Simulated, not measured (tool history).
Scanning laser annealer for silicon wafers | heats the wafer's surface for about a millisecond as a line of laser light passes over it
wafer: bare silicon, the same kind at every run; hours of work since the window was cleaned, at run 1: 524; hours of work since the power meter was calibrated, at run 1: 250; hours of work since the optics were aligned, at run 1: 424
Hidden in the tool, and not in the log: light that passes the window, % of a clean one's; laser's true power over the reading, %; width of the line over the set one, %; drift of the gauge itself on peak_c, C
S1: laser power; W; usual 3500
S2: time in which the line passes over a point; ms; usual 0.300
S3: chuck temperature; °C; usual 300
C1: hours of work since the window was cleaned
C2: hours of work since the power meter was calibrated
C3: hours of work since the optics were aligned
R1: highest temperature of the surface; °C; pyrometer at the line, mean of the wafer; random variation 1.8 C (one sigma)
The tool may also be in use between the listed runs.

| run | day | S1 | S2 | S3 | C1 | C2 | C3 | R1 |
|---|---|---|---|---|---|---|---|---|
| 1 | 0.000 | 3500 | 0.300 | 300 | 524 | 250 | 424 | 998 |
| 2 | 0.596 | 3740 | 0.300 | 300 | 533 | 258 | 432 | 1059 |
| 3 | 1.029 | 3474 | 0.300 | 300 | 539 | 264 | 438 | 990 |
| 4 | 1.638 | 3474 | 0.300 | 300 | 547 | 273 | 447 | 992 |
| 5 | 1.929 | 3474 | 0.300 | 300 | 552 | 277 | 451 | 990 |
| 6 | 2.425 | 3500 | 0.338 | 300 | 558 | 284 | 458 | 1042 |
| 7 | 2.883 | 3500 | 0.338 | 300 | 565 | 290 | 465 | 1044 |
| 8 | 3.288 | 3500 | 0.338 | 300 | 571 | 296 | 470 | 1041 |
| 9 | 3.646 | 3500 | 0.338 | 300 | 576 | 301 | 475 | 1044 |
| 10 | 3.917 | 3500 | 0.338 | 300 | 580 | 305 | 479 | 1044 |
| 11 | 4.417 | 3500 | 0.338 | 300 | 587 | 312 | 486 | 1044 |
| 12 | 4.975 | 3500 | 0.338 | 300 | 595 | 320 | 494 | 1041 |
| 13 | 5.404 | 3500 | 0.366 | 300 | 601 | 326 | 500 | 1075 |
| 14 | 5.792 | 3500 | 0.366 | 300 | 606 | 331 | 506 | 1074 |
| 15 | 6.375 | 3500 | 0.300 | 300 | 614 | 340 | 514 | 993 |
| 16 | 6.912 | 3755 | 0.300 | 300 | 622 | 347 | 522 | 1054 |
| 17 | 7.488 | 3755 | 0.300 | 300 | 630 | 355 | 530 | 1054 |
| 18 | 7.938 | 3500 | 0.300 | 300 | 636 | 362 | 536 | 989 |
| 19 | 8.425 | 3500 | 0.300 | 300 | 643 | 369 | 543 | 989 |
| 20 | 8.788 | 3500 | 0.286 | 262 | 648 | 374 | 548 | 934 |
|  | 9.025 | optics aligned, line set to its width |
| 21 | 9.442 | 2991 | 0.286 | 281 | 655 | 380 | 6 | 825 |
| 22 | 9.733 | 2991 | 0.286 | 281 | 659 | 384 | 10 | 825 |
| 23 | 10.388 | 2991 | 0.286 | 281 | 668 | 393 | 19 | 828 |
| 24 | 11.038 | 2991 | 0.286 | 281 | 677 | 402 | 28 | 827 |
| 25 | 11.458 | 3513 | 0.286 | 281 | 683 | 408 | 34 | 947 |
| 26 | 11.871 | 3698 | 0.329 | 300 | 689 | 414 | 40 | 1068 |
|  | 12.325 | optics aligned, line set to its width, once more |
| 27 | 12.646 | 3698 | 0.329 | 300 | 697 | 422 | 5 | 1091 |
| 28 | 13.075 | 3698 | 0.329 | 300 | 703 | 428 | 11 | 1089 |
| 29 | 13.642 | 3595 | 0.223 | 277 | 711 | 436 | 19 | 883 |
| 30 | 14.071 | 3500 | 0.300 | 293 | 717 | 442 | 25 | 992 |
| 31 | 14.642 | 3500 | 0.316 | 274 | 725 | 450 | 33 | 993 |
| 32 | 15.192 | 3500 | 0.316 | 274 | 733 | 458 | 41 | 991 |
| 33 | 15.808 | 3500 | 0.316 | 274 | 742 | 467 | 49 | 990 |
| 34 | 16.279 | 3500 | 0.316 | 262 | 748 | 474 | 56 | 978 |
| 35 | 16.738 | 3500 | 0.316 | 262 | 755 | 480 | 62 | 977 |

4 ways to go on from here, each from the tool as it stands after run 35. What would each give?
| A | 17.075 | 3216 | 0.316 | 262 | 760 | 485 | 67 | ? |
| B | 17.075 | 3500 | 0.247 | 314 | 760 | 485 | 67 | ? |
| C | 17.075 | 3500 | 0.310 | 300 | 760 | 485 | 67 | ? |
| D | 17.075 | 3500 | 0.316 | 270 | 760 | 485 | 67 | ? |

| run | R1 |
|---|---|
| A | 902 |
| B | 936 |
| C | 1008 |
| D | 985 |
Without the tool's hidden state the same runs would have given:
| run | R1 |
|---|---|
| A | 940 |
| B | 972 |
| C | 1050 |
| D | 1027 |

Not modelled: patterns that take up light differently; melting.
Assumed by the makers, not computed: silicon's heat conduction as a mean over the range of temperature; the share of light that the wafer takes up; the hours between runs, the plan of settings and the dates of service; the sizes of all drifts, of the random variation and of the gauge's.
